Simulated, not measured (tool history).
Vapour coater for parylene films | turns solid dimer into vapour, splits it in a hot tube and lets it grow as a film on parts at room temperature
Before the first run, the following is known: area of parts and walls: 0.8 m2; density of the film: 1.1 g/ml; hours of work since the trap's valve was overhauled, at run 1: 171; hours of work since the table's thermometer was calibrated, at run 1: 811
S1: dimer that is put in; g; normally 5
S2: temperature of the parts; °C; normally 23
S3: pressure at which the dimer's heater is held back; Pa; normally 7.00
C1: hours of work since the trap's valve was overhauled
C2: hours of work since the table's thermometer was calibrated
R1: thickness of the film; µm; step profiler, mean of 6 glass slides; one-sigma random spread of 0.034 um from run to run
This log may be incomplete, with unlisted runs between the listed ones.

Run 1, hour 0.0: usual settings; C1 171; C2 811. Result: R1 3.19 µm.
Run 2, hour 33.7: usual settings but S3 4.46 Pa; C1 191; C2 831. Result: R1 3.40 µm.
Run 3, hour 74.7: usual settings; C1 216; C2 856. Result: R1 3.09 µm.
At hour 103.0: trap's valve overhauled.
Run 4, hour 103.0: usual settings; C1 0; C2 870. Result: R1 3.58 µm.
Run 5, hour 125.7: usual settings; C1 14; C2 884. Result: R1 3.48 µm.
Run 6, hour 172.7: usual settings but S1 7 g; C1 42; C2 912. Result: R1 4.82 µm.
Run 7, hour 193.0: usual settings but S1 7 g; C1 54; C2 924. Result: R1 4.82 µm.
Run 8, hour 218.0: usual settings but S1 7 g; C1 69; C2 939. Result: R1 4.70 µm.
Run 9, hour 254.6: usual settings but S1 7 g; C1 90; C2 961. Result: R1 4.71 µm.
Run 10, hour 299.7: usual settings; C1 117; C2 987. Result: R1 3.24 µm.
Run 11, hour 347.7: usual settings but S1 7 g; C1 146; C2 1016. Result: R1 4.48 µm.
Run 12, hour 380.7: usual settings but S1 7 g; C1 166; C2 1036. Result: R1 4.48 µm.
Run 13, hour 418.8: usual settings but S3 2.62 Pa; C1 188; C2 1058. Result: R1 3.68 µm.
Run 14, hour 450.7: usual settings but S3 2.62 Pa; C1 207; C2 1077. Result: R1 3.66 µm.
Run 15, hour 485.5: usual settings; C1 228; C2 1098. Result: R1 3.12 µm.
At hour 495.4: trap's valve overhauled.
Run 16, hour 516.4: usual settings; C1 12; C2 1114. Result: R1 3.55 µm.
Run 17, hour 542.2: usual settings; C1 28; C2 1130. Result: R1 3.51 µm.
Run 18, hour 583.5: usual settings; C1 53; C2 1154. Result: R1 3.42 µm.
Run 19, hour 616.0: usual settings; C1 72; C2 1174. Result: R1 3.40 µm.
Run 20, hour 649.0: usual settings but S2 31 °C; C1 92; C2 1193. Result: R1 2.31 µm.
Run 21, hour 672.0: usual settings but S2 31 °C; C1 105; C2 1207. Result: R1 2.36 µm.
Run 22, hour 719.5: usual settings but S2 31 °C; C1 134; C2 1235. Result: R1 2.28 µm.
Run 23, hour 750.5: usual settings; C1 152; C2 1254. Result: R1 3.25 µm.
Run 24, hour 794.9: usual settings but S1 8 g, S2 27 °C, S3 3.20 Pa; C1 179; C2 1280. Result: R1 5.00 µm.
Run 25, hour 838.0: usual settings but S1 4 g, S2 21 °C; C1 204; C2 1306. Result: R1 2.78 µm.
Run 26, hour 875.5: usual settings but S2 33 °C, S3 3.24 Pa; C1 227; C2 1328. Result: R1 2.24 µm.
At hour 885.8: trap's valve overhauled.
Run 27, hour 918.9: usual settings but S1 8 g, S3 7.29 Pa; C1 20; C2 1352. Result: R1 5.53 µm.
Run 28, hour 941.6: usual settings but S1 4 g, S2 16 °C, S3 7.66 Pa; C1 33; C2 1365. Result: R1 3.75 µm.
Run 29, hour 977.8: usual settings but S1 2 g, S2 16 °C, S3 4.30 Pa; C1 55; C2 1387. Result: R1 2.04 µm.
Run 30, hour 1014.1: usual settings but S1 8 g, S2 22 °C, S3 6.50 Pa; C1 76; C2 1409. Result: R1 5.71 µm.
Run 31, hour 1033.6: usual settings but S1 8 g, S2 31 °C, S3 7.36 Pa; C1 88; C2 1420. Result: R1 3.77 µm.
Run 32, hour 1070.9: usual settings but S1 4 g, S3 2.44 Pa; C1 110; C2 1442. Result: R1 3.19 µm.
Run 33, hour 1092.4: usual settings but S1 4 g, S3 4.98 Pa; C1 123; C2 1455. Result: R1 2.81 µm.
Run 34, hour 1137.8: usual settings but S1 4 g, S3 4.98 Pa; C1 150; C2 1482. Result: R1 2.73 µm.
At hour 1153.0: table's thermometer calibrated.
Run 35, hour 1186.3: usual settings but S1 8 g, S2 28 °C, S3 7.31 Pa; C1 179; C2 20. Result: R1 3.96 µm.
Run 36, hour 1233.3: usual settings but S1 8 g, S2 28 °C, S3 7.31 Pa; C1 207; C2 48. Result: R1 3.85 µm.
At hour 1278.7: trap's valve overhauled.
Run 37, hour 1284.2: usual settings but S1 7 g, S2 22 °C, S3 5.87 Pa; C1 3; C2 76. Result: R1 5.15 µm.
Run 38, hour 1305.8: usual settings but S1 7 g, S2 22 °C, S3 8.72 Pa; C1 16; C2 89. Result: R1 4.85 µm.
Run 39, hour 1342.9: usual settings but S1 7 g, S2 22 °C, S3 8.72 Pa; C1 38; C2 111. Result: R1 4.68 µm.
Run 40, hour 1390.3: usual settings but S1 7 g, S2 22 °C, S3 8.72 Pa; C1 67; C2 139. Result: R1 4.69 µm.
Run 41, hour 1438.0: usual settings but S1 7 g, S2 22 °C, S3 4.55 Pa; C1 95; C2 168. Result: R1 5.14 µm.
Run 42, hour 1469.3: usual settings but S1 4 g, S2 24 °C, S3 8.64 Pa; C1 114; C2 186. Result: R1 2.41 µm.
Run 43, hour 1513.3: usual settings but S1 4 g, S2 24 °C, S3 8.64 Pa; C1 140; C2 212. Result: R1 2.35 µm.
Run 44, hour 1559.5: usual settings but S1 4 g, S2 24 °C, S3 8.64 Pa; C1 167; C2 240. Result: R1 2.36 µm.
Run 45, hour 1592.8: usual settings but S1 4 g, S2 24 °C, S3 8.64 Pa; C1 187; C2 260. Result: R1 2.29 µm.
Run 46, hour 1622.9: usual settings but S1 4 g, S2 24 °C, S3 8.64 Pa; C1 205; C2 278. Result: R1 2.24 µm.

5 ways to go on from here, each from the tool as it stands after run 46. What would each give?
Run A, hour 1655.2: usual settings but S2 19 °C; C1 224; C2 297. Result: R1 ?.
Run B, hour 1655.2: usual settings but S1 2 g, S2 19 °C, S3 6.65 Pa; C1 224; C2 297. Result: R1 ?.
Run C, hour 1655.2: usual settings but S1 6 g, S2 27 °C, S3 4.04 Pa; C1 224; C2 297. Result: R1 ?.
Run D, hour 1655.2: usual settings but S1 4 g, S2 24 °C, S3 11.83 Pa; C1 224; C2 297. Result: R1 ?.
Run E, hour 1655.2: usual settings but S1 3 g, S2 24 °C, S3 6.25 Pa; C1 224; C2 297. Result: R1 ?.

run    R1
  A  3.59
  B  1.47
  C  3.35
  D  2.14
  E  1.79
Take away the tool's hidden state, keep each run's random variation, and the runs would have read:
run    R1
  A  4.12
  B  1.68
  C  3.84
  D  2.46
  E  2.05
